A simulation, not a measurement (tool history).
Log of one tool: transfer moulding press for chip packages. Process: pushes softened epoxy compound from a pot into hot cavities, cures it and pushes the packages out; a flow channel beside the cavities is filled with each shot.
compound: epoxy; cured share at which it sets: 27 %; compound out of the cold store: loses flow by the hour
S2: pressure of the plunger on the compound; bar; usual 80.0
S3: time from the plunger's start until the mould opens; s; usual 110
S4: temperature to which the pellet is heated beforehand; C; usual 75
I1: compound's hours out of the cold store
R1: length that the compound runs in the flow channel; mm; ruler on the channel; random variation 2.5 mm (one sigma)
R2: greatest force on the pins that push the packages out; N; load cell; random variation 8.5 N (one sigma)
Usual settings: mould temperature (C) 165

run 1 hour=0.0 | mould_temperature_(C)=165 S2=80.0 S3=110 S4=75 | I1=36.8 | R1=636 R2=363
run 2 hour=9.0 | mould_temperature_(C)=159 S2=80.0 S3=110 S4=75 | I1=37.3 | R1=657 R2=524
run 3 hour=20.4 | mould_temperature_(C)=159 S2=80.0 S3=110 S4=75 | I1=9.1 | R1=769 R2=587
run 4 hour=30.9 | mould_temperature_(C)=159 S2=80.0 S3=110 S4=75 | I1=11.1 | R1=756 R2=550
run 5 hour=42.1 | mould_temperature_(C)=159 S2=80.0 S3=110 S4=75 | I1=27.2 | R1=699 R2=536
run 6 hour=54.9 | mould_temperature_(C)=159 S2=80.0 S3=110 S4=75 | I1=31.7 | R1=680 R2=519
run 7 hour=60.5 | mould_temperature_(C)=165 S2=80.0 S3=121 S4=75 | I1=32.0 | R1=649 R2=358
run 8 hour=69.4 | mould_temperature_(C)=165 S2=80.0 S3=121 S4=75 | I1=16.8 | R1=711 R2=354
run 9 hour=76.1 | mould_temperature_(C)=165 S2=80.0 S3=121 S4=75 | I1=32.1 | R1=647 R2=356
run 10 hour=82.7 | mould_temperature_(C)=165 S2=80.0 S3=121 S4=75 | I1=36.6 | R1=635 R2=352
run 11 hour=93.6 | mould_temperature_(C)=165 S2=80.0 S3=121 S4=75 | I1=21.7 | R1=692 R2=360
run 12 hour=103.4 | mould_temperature_(C)=165 S2=80.0 S3=110 S4=75 | I1=27.9 | R1=671 R2=369
run 13 hour=112.5 | mould_temperature_(C)=165 S2=87.4 S3=110 S4=75 | I1=34.4 | R1=673 R2=361
run 14 hour=123.4 | mould_temperature_(C)=165 S2=87.4 S3=110 S4=75 | I1=44.3 | R1=638 R2=367
run 15 hour=133.8 | mould_temperature_(C)=165 S2=87.4 S3=110 S4=68 | I1=8.2 | R1=777 R2=393
run 16 hour=140.1 | mould_temperature_(C)=164 S2=69.8 S3=107 S4=65 | I1=38.0 | R1=596 R2=399
run 17 hour=151.5 | mould_temperature_(C)=173 S2=82.2 S3=92 S4=65 | I1=10.5 | R1=711 R2=342
run 18 hour=159.9 | mould_temperature_(C)=158 S2=80.0 S3=110 S4=75 | I1=28.7 | R1=698 R2=581
run 19 hour=165.5 | mould_temperature_(C)=158 S2=80.0 S3=110 S4=75 | I1=33.1 | R1=676 R2=574
run 20 hour=176.4 | mould_temperature_(C)=163 S2=80.0 S3=110 S4=74 | I1=39.0 | R1=637 R2=410
run 21 hour=188.4 | mould_temperature_(C)=165 S2=80.0 S3=133 S4=75 | I1=36.7 | R1=638 R2=335
run 22 hour=199.7 | mould_temperature_(C)=165 S2=80.0 S3=104 S4=72 | I1=39.7 | R1=626 R2=411
run 23 hour=206.2 | mould_temperature_(C)=165 S2=80.0 S3=104 S4=72 | I1=41.0 | R1=623 R2=401
run 24 hour=217.3 | mould_temperature_(C)=168 S2=80.0 S3=104 S4=72 | I1=41.6 | R1=610 R2=354
run 25 hour=222.6 | mould_temperature_(C)=168 S2=80.0 S3=104 S4=82 | I1=46.7 | R1=594 R2=348
run 26 hour=228.3 | mould_temperature_(C)=165 S2=80.0 S3=110 S4=72 | I1=38.1 | R1=631 R2=373
run 27 hour=236.9 | mould_temperature_(C)=170 S2=67.5 S3=110 S4=70 | I1=27.1 | R1=597 R2=344
run 28 hour=247.7 | mould_temperature_(C)=163 S2=65.4 S3=110 S4=83 | I1=42.5 | R1=565 R2=407
run 29 hour=260.2 | mould_temperature_(C)=162 S2=80.0 S3=95 S4=78 | I1=14.6 | R1=728 R2=587

Taken out of this log: 4 entries between the listed runs. Where each belongs, and how the hidden state differs across it:
Between runs 5 and 6: cavities cleaned with cleaning compound and waxed (hour 46.7)
  grip of the stained cavities, % over clean ones': 1.3 -> 0.3
Between runs 13 and 14: cavities cleaned with cleaning compound and waxed (hour 117.5)
  pressure that reaches the compound, % of what is set: 99.88 -> 99.87; grip of the stained cavities, % over clean ones': 1.2 -> 0.2
Between runs 20 and 21: cavities cleaned with cleaning compound and waxed (hour 187.9)
  pressure that reaches the compound, % of what is set: 99.84 -> 99.83; grip of the stained cavities, % over clean ones': 1.2 -> 0.1
Between runs 28 and 29: cavities cleaned with cleaning compound and waxed (hour 258.2)
  pressure that reaches the compound, % of what is set: 99.79 -> 99.78; grip of the stained cavities, % over clean ones': 1.2 -> 0.1
